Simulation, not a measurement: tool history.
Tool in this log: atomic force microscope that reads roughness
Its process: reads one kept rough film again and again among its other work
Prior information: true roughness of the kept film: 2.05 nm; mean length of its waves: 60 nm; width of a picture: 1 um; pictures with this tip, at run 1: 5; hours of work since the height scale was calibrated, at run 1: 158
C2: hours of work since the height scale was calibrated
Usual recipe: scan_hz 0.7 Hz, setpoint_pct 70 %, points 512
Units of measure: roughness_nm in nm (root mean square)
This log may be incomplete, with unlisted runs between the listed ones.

{"run": 1, "hour": 0.0, "scan_hz": 0.7, "setpoint_pct": 70, "points": 512, "pictures with this tip": 5, "C2": 158, "roughness_nm": 1.984}
{"run": 2, "hour": 15.4, "scan_hz": 0.7, "setpoint_pct": 56, "points": 512, "pictures with this tip": 33, "C2": 166, "roughness_nm": 1.951}
{"run": 3, "hour": 24.1, "scan_hz": 0.7, "setpoint_pct": 56, "points": 512, "pictures with this tip": 49, "C2": 171, "roughness_nm": 1.925}
{"hour": 31.7, "done": "new tip fitted"}
{"run": 4, "hour": 39.4, "scan_hz": 0.7, "setpoint_pct": 70, "points": 512, "pictures with this tip": 14, "C2": 179, "roughness_nm": 1.968}
{"run": 5, "hour": 57.2, "scan_hz": 0.7, "setpoint_pct": 70, "points": 674, "pictures with this tip": 47, "C2": 188, "roughness_nm": 1.907}
{"hour": 66.7, "done": "new tip fitted"}
{"run": 6, "hour": 67.8, "scan_hz": 0.7, "setpoint_pct": 70, "points": 512, "pictures with this tip": 2, "C2": 193, "roughness_nm": 1.968}
{"run": 7, "hour": 84.5, "scan_hz": 0.7, "setpoint_pct": 70, "points": 345, "pictures with this tip": 33, "C2": 202, "roughness_nm": 1.938}
{"hour": 102.3, "done": "new tip fitted"}
{"run": 8, "hour": 102.3, "scan_hz": 0.7, "setpoint_pct": 84, "points": 512, "pictures with this tip": 0, "C2": 211, "roughness_nm": 1.959}
{"run": 9, "hour": 117.2, "scan_hz": 0.7, "setpoint_pct": 70, "points": 923, "pictures with this tip": 27, "C2": 219, "roughness_nm": 1.943}
{"hour": 136.9, "done": "new tip fitted"}
{"run": 10, "hour": 137.4, "scan_hz": 0.7, "setpoint_pct": 70, "points": 923, "pictures with this tip": 1, "C2": 230, "roughness_nm": 1.984}
{"run": 11, "hour": 149.8, "scan_hz": 0.7, "setpoint_pct": 62, "points": 512, "pictures with this tip": 23, "C2": 236, "roughness_nm": 1.97}
{"run": 12, "hour": 161.9, "scan_hz": 0.7, "setpoint_pct": 62, "points": 512, "pictures with this tip": 46, "C2": 243, "roughness_nm": 1.935}
{"hour": 171.5, "done": "new tip fitted"}
{"run": 13, "hour": 176.5, "scan_hz": 0.7, "setpoint_pct": 70, "points": 268, "pictures with this tip": 9, "C2": 250, "roughness_nm": 1.958}
{"run": 14, "hour": 193.7, "scan_hz": 3.888, "setpoint_pct": 57, "points": 512, "pictures with this tip": 41, "C2": 259, "roughness_nm": 1.912}
{"hour": 206.9, "done": "new tip fitted"}
{"run": 15, "hour": 206.9, "scan_hz": 0.7, "setpoint_pct": 57, "points": 343, "pictures with this tip": 0, "C2": 266, "roughness_nm": 1.995}
{"run": 16, "hour": 223.8, "scan_hz": 3.249, "setpoint_pct": 57, "points": 343, "pictures with this tip": 31, "C2": 275, "roughness_nm": 1.913}
{"run": 17, "hour": 239.5, "scan_hz": 3.249, "setpoint_pct": 57, "points": 343, "pictures with this tip": 60, "C2": 283, "roughness_nm": 1.868}
{"hour": 241.0, "done": "new tip fitted"}
{"run": 18, "hour": 259.2, "scan_hz": 0.787, "setpoint_pct": 76, "points": 382, "pictures with this tip": 33, "C2": 293, "roughness_nm": 1.93}
{"hour": 276.2, "done": "new tip fitted"}
{"run": 19, "hour": 279.2, "scan_hz": 1.763, "setpoint_pct": 76, "points": 642, "pictures with this tip": 6, "C2": 304, "roughness_nm": 1.924}
{"run": 20, "hour": 299.1, "scan_hz": 2.032, "setpoint_pct": 70, "points": 296, "pictures with this tip": 42, "C2": 314, "roughness_nm": 1.892}
{"hour": 310.9, "done": "new tip fitted"}
{"run": 21, "hour": 316.5, "scan_hz": 1.032, "setpoint_pct": 89, "points": 732, "pictures with this tip": 10, "C2": 323, "roughness_nm": 1.909}
{"run": 22, "hour": 325.3, "scan_hz": 1.032, "setpoint_pct": 89, "points": 732, "pictures with this tip": 26, "C2": 328, "roughness_nm": 1.883}
{"run": 23, "hour": 339.8, "scan_hz": 2.008, "setpoint_pct": 82, "points": 321, "pictures with this tip": 53, "C2": 335, "roughness_nm": 1.829}
{"hour": 345.4, "done": "new tip fitted"}
{"run": 24, "hour": 351.3, "scan_hz": 0.7, "setpoint_pct": 71, "points": 462, "pictures with this tip": 11, "C2": 341, "roughness_nm": 1.975}
{"run": 25, "hour": 360.2, "scan_hz": 0.596, "setpoint_pct": 86, "points": 308, "pictures with this tip": 27, "C2": 346, "roughness_nm": 1.917}
{"hour": 380.3, "done": "new tip fitted"}
{"run": 26, "hour": 380.3, "scan_hz": 2.707, "setpoint_pct": 59, "points": 486, "pictures with this tip": 0, "C2": 356, "roughness_nm": 1.961}

What if the next run were any one of these 5? Each begins from the tool's condition after run 26:
{"run": "A", "hour": 389.3, "scan_hz": 0.544, "setpoint_pct": 59, "points": 486, "pictures with this tip": 17, "C2": 361, "roughness_nm": "?"}
{"run": "B", "hour": 389.3, "scan_hz": 1.095, "setpoint_pct": 86, "points": 266, "pictures with this tip": 17, "C2": 361, "roughness_nm": "?"}
{"run": "C", "hour": 389.3, "scan_hz": 2.091, "setpoint_pct": 75, "points": 300, "pictures with this tip": 17, "C2": 361, "roughness_nm": "?"}
{"run": "D", "hour": 389.3, "scan_hz": 0.728, "setpoint_pct": 59, "points": 277, "pictures with this tip": 17, "C2": 361, "roughness_nm": "?"}
{"run": "E", "hour": 389.3, "scan_hz": 2.314, "setpoint_pct": 70, "points": 569, "pictures with this tip": 17, "C2": 361, "roughness_nm": "?"}

run=A roughness_nm=1.954
run=B roughness_nm=1.914
run=C roughness_nm=1.9
run=D roughness_nm=1.965
run=E roughness_nm=1.906
Without the tool's hidden state the same runs would have given:
run=A roughness_nm=1.977
run=B roughness_nm=1.936
run=C roughness_nm=1.923
run=D roughness_nm=1.988
run=E roughness_nm=1.928
